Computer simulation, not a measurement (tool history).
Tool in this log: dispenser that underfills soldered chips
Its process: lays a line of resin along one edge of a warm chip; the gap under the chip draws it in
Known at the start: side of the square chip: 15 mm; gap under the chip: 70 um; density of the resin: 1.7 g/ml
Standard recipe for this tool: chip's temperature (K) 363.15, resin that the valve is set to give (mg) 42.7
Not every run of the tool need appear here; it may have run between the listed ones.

| run | day | chip's temperature (K) | resin that the valve is set to give (mg) | time until the resin shows at the far edge (s) | resin that the valve gave (mg) |
|---|---|---|---|---|---|
| 1 | 0.000 | 363.15 | 42.7 | 38.4 | 41.54 |
| 2 | 0.288 | 363.15 | 42.7 | 59.7 | 41.28 |
|  | 0.421 | new syringe of resin |
| 3 | 0.575 | 371.15 | 42.7 | 37.0 | 41.21 |
|  | 0.862 | new syringe of resin |
|  | 0.975 | dispensing valve cleaned and set on the balance |
| 4 | 0.975 | 366.15 | 42.7 | 39.2 | 42.87 |
| 5 | 1.279 | 366.15 | 42.7 | 61.5 | 42.53 |
|  | 1.325 | new syringe of resin |
| 6 | 1.575 | 366.15 | 43.8 | 50.3 | 43.67 |
|  | 1.738 | new syringe of resin |
| 7 | 1.888 | 363.15 | 42.7 | 49.0 | 42.31 |
| 8 | 2.096 | 363.15 | 42.7 | 65.4 | 42.32 |
|  | 2.171 | new syringe of resin |
| 9 | 2.483 | 363.15 | 42.7 | 60.2 | 41.94 |

Expected results for the next run?
|  | 2.612 | new syringe of resin |
| 10 | 2.733 | 363.15 | 42.7 | ? | ? |

Run 10 came out at time until the resin shows at the far edge (s) 45.8, resin that the valve gave (mg) 41.92.
If the tool had no hidden condition, the same run with the same run-to-run variation would have returned time until the resin shows at the far edge (s) 39.9, resin that the valve gave (mg) 42.76.
